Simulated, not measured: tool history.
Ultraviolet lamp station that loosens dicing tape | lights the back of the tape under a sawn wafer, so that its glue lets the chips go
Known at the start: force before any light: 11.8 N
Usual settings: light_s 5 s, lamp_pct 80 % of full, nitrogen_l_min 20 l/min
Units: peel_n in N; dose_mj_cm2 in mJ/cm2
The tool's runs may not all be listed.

| run | day | light_s | lamp_pct | nitrogen_l_min | peel_n | dose_mj_cm2 |
|---|---|---|---|---|---|---|
| 1 | 0 | 5 | 80 | 20 | 1.726 | 393 |
| 2 | 0.288 | 5 | 80 | 20 | 1.656 | 394 |
| 3 | 0.667 | 5 | 80 | 20 | 1.739 | 398 |
| 4 | 1.204 | 5 | 80 | 20 | 1.724 | 394 |
| 5 | 1.762 | 5 | 80 | 20 | 1.74 | 392 |
| 6 | 2.408 | 5 | 80 | 20 | 1.754 | 389 |
| 7 | 3.008 | 5 | 80 | 20 | 1.741 | 392 |
|  | 3.083 | window cleaned of glue's vapour |
| 8 | 3.429 | 5 | 80 | 20 | 1.738 | 387 |
| 9 | 3.779 | 5 | 80 | 20 | 1.735 | 388 |
| 10 | 4.417 | 5 | 80 | 20 | 1.848 | 382 |
| 11 | 4.792 | 6 | 68 | 31 | 1.3 | 395 |
|  | 4.879 | window cleaned of glue's vapour, once more |
| 12 | 5.283 | 6 | 68 | 31 | 1.364 | 399 |
| 13 | 5.979 | 6 | 77 | 21 | 1.293 | 451 |
| 14 | 6.55 | 6 | 77 | 21 | 1.329 | 441 |
| 15 | 7.058 | 9 | 87 | 34 | 0.329 | 756 |
| 16 | 7.717 | 9 | 87 | 34 | 0.335 | 749 |
| 17 | 8.096 | 8 | 62 | 8 | 2.186 | 476 |

Forecast each of these 4 alternatives for the next run:
| A | 8.425 | 8 | 62 | 7 | ? | ? |
| B | 8.425 | 5 | 81 | 20 | ? | ? |
| C | 8.425 | 9 | 70 | 12 | ? | ? |
| D | 8.425 | 8 | 71 | 35 | ? | ? |

| run | peel_n | dose_mj_cm2 |
|---|---|---|
| A | 2.276 | 476 |
| B | 1.772 | 384 |
| C | 1.03 | 604 |
| D | 0.636 | 546 |
Without the tool's hidden state the same runs would have given:
| run | peel_n | dose_mj_cm2 |
|---|---|---|
| A | 1.742 | 559 |
| B | 1.309 | 452 |
| C | 0.726 | 709 |
| D | 0.449 | 641 |

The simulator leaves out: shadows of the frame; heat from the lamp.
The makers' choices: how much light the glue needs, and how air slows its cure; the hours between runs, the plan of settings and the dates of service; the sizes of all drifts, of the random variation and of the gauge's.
